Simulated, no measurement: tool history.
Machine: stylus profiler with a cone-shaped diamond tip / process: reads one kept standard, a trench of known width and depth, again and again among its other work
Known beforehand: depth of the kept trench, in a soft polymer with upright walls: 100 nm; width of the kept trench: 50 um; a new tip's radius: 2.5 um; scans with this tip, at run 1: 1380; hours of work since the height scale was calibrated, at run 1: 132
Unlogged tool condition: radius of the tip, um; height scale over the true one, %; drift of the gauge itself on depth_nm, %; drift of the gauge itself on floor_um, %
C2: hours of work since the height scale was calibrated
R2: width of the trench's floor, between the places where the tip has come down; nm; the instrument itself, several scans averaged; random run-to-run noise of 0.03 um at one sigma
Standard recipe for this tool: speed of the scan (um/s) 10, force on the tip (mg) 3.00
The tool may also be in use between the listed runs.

{"run": 1, "day": 0.0, "speed of the scan (um/s)": 10, "force on the tip (mg)": 3.0, "scans with this tip": 1380, "C2": 132, "depth of the trench (nm)": 101.42, "R2": 48390}
{"run": 2, "day": 2.171, "speed of the scan (um/s)": 10, "force on the tip (mg)": 3.0, "scans with this tip": 1815, "C2": 174, "depth of the trench (nm)": 101.31, "R2": 48400}
{"run": 3, "day": 3.779, "speed of the scan (um/s)": 10, "force on the tip (mg)": 3.0, "scans with this tip": 2138, "C2": 205, "depth of the trench (nm)": 101.35, "R2": 48360}
{"run": 4, "day": 5.333, "speed of the scan (um/s)": 10, "force on the tip (mg)": 3.0, "scans with this tip": 2449, "C2": 235, "depth of the trench (nm)": 101.34, "R2": 48310}
{"run": 5, "day": 7.317, "speed of the scan (um/s)": 10, "force on the tip (mg)": 3.0, "scans with this tip": 2847, "C2": 273, "depth of the trench (nm)": 101.38, "R2": 48300}
{"run": 6, "day": 8.629, "speed of the scan (um/s)": 4, "force on the tip (mg)": 3.0, "scans with this tip": 3110, "C2": 298, "depth of the trench (nm)": 101.41, "R2": 48290}
{"run": 7, "day": 10.733, "speed of the scan (um/s)": 4, "force on the tip (mg)": 3.0, "scans with this tip": 3532, "C2": 338, "depth of the trench (nm)": 101.42, "R2": 48260}
{"run": 8, "day": 12.892, "speed of the scan (um/s)": 10, "force on the tip (mg)": 3.31, "scans with this tip": 3964, "C2": 380, "depth of the trench (nm)": 101.43, "R2": 48220}
{"run": 9, "day": 13.779, "speed of the scan (um/s)": 10, "force on the tip (mg)": 3.0, "scans with this tip": 4142, "C2": 397, "depth of the trench (nm)": 101.36, "R2": 48160}
{"run": 10, "day": 14.967, "speed of the scan (um/s)": 10, "force on the tip (mg)": 5.2, "scans with this tip": 4380, "C2": 420, "depth of the trench (nm)": 102.01, "R2": 48160}
{"run": 11, "day": 17.083, "speed of the scan (um/s)": 10, "force on the tip (mg)": 5.2, "scans with this tip": 4805, "C2": 460, "depth of the trench (nm)": 102.02, "R2": 48160}
{"run": 12, "day": 19.008, "speed of the scan (um/s)": 10, "force on the tip (mg)": 5.2, "scans with this tip": 5190, "C2": 497, "depth of the trench (nm)": 102.01, "R2": 48020}
{"run": 13, "day": 20.85, "speed of the scan (um/s)": 10, "force on the tip (mg)": 5.2, "scans with this tip": 5560, "C2": 533, "depth of the trench (nm)": 101.98, "R2": 48050}
{"day": 20.975, "done": "height scale calibrated on a step standard"}
{"run": 14, "day": 23.079, "speed of the scan (um/s)": 10, "force on the tip (mg)": 5.2, "scans with this tip": 6002, "C2": 40, "depth of the trench (nm)": 102.02, "R2": 48000}
{"run": 15, "day": 24.633, "speed of the scan (um/s)": 10, "force on the tip (mg)": 5.2, "scans with this tip": 6313, "C2": 70, "depth of the trench (nm)": 102.06, "R2": 47960}
{"run": 16, "day": 26.438, "speed of the scan (um/s)": 6, "force on the tip (mg)": 3.0, "scans with this tip": 6675, "C2": 105, "depth of the trench (nm)": 101.47, "R2": 48030}
{"run": 17, "day": 27.392, "speed of the scan (um/s)": 6, "force on the tip (mg)": 3.0, "scans with this tip": 6866, "C2": 123, "depth of the trench (nm)": 101.51, "R2": 47920}
{"run": 18, "day": 28.321, "speed of the scan (um/s)": 6, "force on the tip (mg)": 3.0, "scans with this tip": 7053, "C2": 141, "depth of the trench (nm)": 101.41, "R2": 47960}
{"run": 19, "day": 30.488, "speed of the scan (um/s)": 6, "force on the tip (mg)": 3.0, "scans with this tip": 7487, "C2": 183, "depth of the trench (nm)": 101.47, "R2": 47900}
{"day": 30.625, "done": "height scale calibrated on a step standard, once more"}
{"run": 20, "day": 31.867, "speed of the scan (um/s)": 4, "force on the tip (mg)": 3.0, "scans with this tip": 7760, "C2": 24, "depth of the trench (nm)": 101.33, "R2": 47900}
{"run": 21, "day": 33.142, "speed of the scan (um/s)": 4, "force on the tip (mg)": 3.0, "scans with this tip": 8015, "C2": 48, "depth of the trench (nm)": 101.31, "R2": 47890}
{"run": 22, "day": 34.158, "speed of the scan (um/s)": 4, "force on the tip (mg)": 3.0, "scans with this tip": 8219, "C2": 68, "depth of the trench (nm)": 101.41, "R2": 47840}
{"run": 23, "day": 35.667, "speed of the scan (um/s)": 4, "force on the tip (mg)": 3.0, "scans with this tip": 8521, "C2": 97, "depth of the trench (nm)": 101.33, "R2": 47900}
{"run": 24, "day": 36.788, "speed of the scan (um/s)": 4, "force on the tip (mg)": 3.0, "scans with this tip": 8746, "C2": 118, "depth of the trench (nm)": 101.39, "R2": 47880}
{"run": 25, "day": 38.521, "speed of the scan (um/s)": 4, "force on the tip (mg)": 3.0, "scans with this tip": 9093, "C2": 152, "depth of the trench (nm)": 101.41, "R2": 47830}
{"run": 26, "day": 40.067, "speed of the scan (um/s)": 3, "force on the tip (mg)": 2.28, "scans with this tip": 9403, "C2": 181, "depth of the trench (nm)": 101.2, "R2": 47750}
{"day": 40.904, "done": "new tip fitted, height scale calibrated"}
{"run": 27, "day": 41.346, "speed of the scan (um/s)": 10, "force on the tip (mg)": 1.61, "scans with this tip": 89, "C2": 9, "depth of the trench (nm)": 100.95, "R2": 48530}
{"run": 28, "day": 43.017, "speed of the scan (um/s)": 10, "force on the tip (mg)": 1.61, "scans with this tip": 423, "C2": 41, "depth of the trench (nm)": 100.92, "R2": 48490}
{"run": 29, "day": 44.162, "speed of the scan (um/s)": 10, "force on the tip (mg)": 1.61, "scans with this tip": 653, "C2": 63, "depth of the trench (nm)": 100.98, "R2": 48410}
{"run": 30, "day": 46.342, "speed of the scan (um/s)": 3, "force on the tip (mg)": 3.0, "scans with this tip": 1090, "C2": 104, "depth of the trench (nm)": 101.39, "R2": 48430}
{"run": 31, "day": 47.571, "speed of the scan (um/s)": 17, "force on the tip (mg)": 3.0, "scans with this tip": 1336, "C2": 128, "depth of the trench (nm)": 101.47, "R2": 48380}
{"run": 32, "day": 48.738, "speed of the scan (um/s)": 10, "force on the tip (mg)": 3.0, "scans with this tip": 1570, "C2": 150, "depth of the trench (nm)": 101.41, "R2": 48410}
{"run": 33, "day": 50.654, "speed of the scan (um/s)": 5, "force on the tip (mg)": 1.4, "scans with this tip": 1954, "C2": 187, "depth of the trench (nm)": 100.87, "R2": 48350}
{"run": 34, "day": 51.625, "speed of the scan (um/s)": 5, "force on the tip (mg)": 1.4, "scans with this tip": 2149, "C2": 206, "depth of the trench (nm)": 100.92, "R2": 48260}
{"run": 35, "day": 53.783, "speed of the scan (um/s)": 3, "force on the tip (mg)": 8.03, "scans with this tip": 2581, "C2": 247, "depth of the trench (nm)": 102.7, "R2": 48300}
{"run": 36, "day": 55.117, "speed of the scan (um/s)": 3, "force on the tip (mg)": 8.03, "scans with this tip": 2848, "C2": 273, "depth of the trench (nm)": 102.73, "R2": 48310}
{"run": 37, "day": 56.492, "speed of the scan (um/s)": 3, "force on the tip (mg)": 8.03, "scans with this tip": 3125, "C2": 299, "depth of the trench (nm)": 102.63, "R2": 48270}
{"run": 38, "day": 57.512, "speed of the scan (um/s)": 10, "force on the tip (mg)": 8.0, "scans with this tip": 3328, "C2": 319, "depth of the trench (nm)": 102.69, "R2": 48210}
{"run": 39, "day": 58.508, "speed of the scan (um/s)": 10, "force on the tip (mg)": 8.0, "scans with this tip": 3529, "C2": 338, "depth of the trench (nm)": 102.68, "R2": 48210}
{"run": 40, "day": 60.117, "speed of the scan (um/s)": 12, "force on the tip (mg)": 2.9, "scans with this tip": 3851, "C2": 369, "depth of the trench (nm)": 101.42, "R2": 48120}
{"run": 41, "day": 61.792, "speed of the scan (um/s)": 11, "force on the tip (mg)": 3.08, "scans with this tip": 4186, "C2": 401, "depth of the trench (nm)": 101.55, "R2": 48090}
{"run": 42, "day": 63.083, "speed of the scan (um/s)": 11, "force on the tip (mg)": 2.39, "scans with this tip": 4445, "C2": 426, "depth of the trench (nm)": 101.34, "R2": 48070}
{"run": 43, "day": 64.362, "speed of the scan (um/s)": 16, "force on the tip (mg)": 5.4, "scans with this tip": 4702, "C2": 450, "depth of the trench (nm)": 102.1, "R2": 48110}
{"run": 44, "day": 66.412, "speed of the scan (um/s)": 6, "force on the tip (mg)": 2.42, "scans with this tip": 5113, "C2": 490, "depth of the trench (nm)": 101.32, "R2": 48100}
{"run": 45, "day": 68.538, "speed of the scan (um/s)": 4, "force on the tip (mg)": 3.0, "scans with this tip": 5539, "C2": 531, "depth of the trench (nm)": 101.49, "R2": 48080}
{"run": 46, "day": 70.275, "speed of the scan (um/s)": 27, "force on the tip (mg)": 5.2, "scans with this tip": 5887, "C2": 564, "depth of the trench (nm)": 102.12, "R2": 47890}
{"run": 47, "day": 72.054, "speed of the scan (um/s)": 5, "force on the tip (mg)": 5.2, "scans with this tip": 6244, "C2": 598, "depth of the trench (nm)": 102.12, "R2": 47940}

Measured less the same run without the tool's hidden state. The same run-to-run variation is in both; the gauge's scatter may not be:
run=1 depth_of_the_trench_(nm)=+0.02 R2=-120
run=2 depth_of_the_trench_(nm)=+0.03 R2=-170
run=3 depth_of_the_trench_(nm)=+0.03 R2=-200
run=4 depth_of_the_trench_(nm)=+0.03 R2=-230
run=5 depth_of_the_trench_(nm)=+0.04 R2=-270
run=6 depth_of_the_trench_(nm)=+0.04 R2=-290
run=7 depth_of_the_trench_(nm)=+0.06 R2=-330
run=8 depth_of_the_trench_(nm)=+0.07 R2=-370
run=9 depth_of_the_trench_(nm)=+0.06 R2=-380
run=10 depth_of_the_trench_(nm)=+0.07 R2=-400
run=11 depth_of_the_trench_(nm)=+0.08 R2=-440
run=12 depth_of_the_trench_(nm)=+0.09 R2=-480
run=13 depth_of_the_trench_(nm)=+0.10 R2=-500
run=14 depth_of_the_trench_(nm)=+0.14 R2=-540
run=15 depth_of_the_trench_(nm)=+0.15 R2=-560
run=16 depth_of_the_trench_(nm)=+0.16 R2=-590
run=17 depth_of_the_trench_(nm)=+0.16 R2=-600
run=18 depth_of_the_trench_(nm)=+0.16 R2=-620
run=19 depth_of_the_trench_(nm)=+0.17 R2=-650
run=20 depth_of_the_trench_(nm)=+0.02 R2=-670
run=21 depth_of_the_trench_(nm)=+0.02 R2=-690
run=22 depth_of_the_trench_(nm)=+0.03 R2=-710
run=23 depth_of_the_trench_(nm)=+0.03 R2=-730
run=24 depth_of_the_trench_(nm)=+0.04 R2=-740
run=25 depth_of_the_trench_(nm)=+0.05 R2=-770
run=26 depth_of_the_trench_(nm)=+0.05 R2=-790
run=27 depth_of_the_trench_(nm)=+0.07 R2=-20
run=28 depth_of_the_trench_(nm)=+0.07 R2=-50
run=29 depth_of_the_trench_(nm)=+0.08 R2=-80
run=30 depth_of_the_trench_(nm)=+0.09 R2=-130
run=31 depth_of_the_trench_(nm)=+0.10 R2=-150
run=32 depth_of_the_trench_(nm)=+0.10 R2=-180
run=33 depth_of_the_trench_(nm)=+0.10 R2=-210
run=34 depth_of_the_trench_(nm)=+0.11 R2=-230
run=35 depth_of_the_trench_(nm)=+0.12 R2=-270
run=36 depth_of_the_trench_(nm)=+0.13 R2=-290
run=37 depth_of_the_trench_(nm)=+0.13 R2=-320
run=38 depth_of_the_trench_(nm)=+0.13 R2=-340
run=39 depth_of_the_trench_(nm)=+0.14 R2=-360
run=40 depth_of_the_trench_(nm)=+0.14 R2=-390
run=41 depth_of_the_trench_(nm)=+0.15 R2=-420
run=42 depth_of_the_trench_(nm)=+0.15 R2=-440
run=43 depth_of_the_trench_(nm)=+0.16 R2=-460
run=44 depth_of_the_trench_(nm)=+0.17 R2=-500
run=45 depth_of_the_trench_(nm)=+0.17 R2=-530
run=46 depth_of_the_trench_(nm)=+0.18 R2=-560
run=47 depth_of_the_trench_(nm)=+0.19 R2=-590
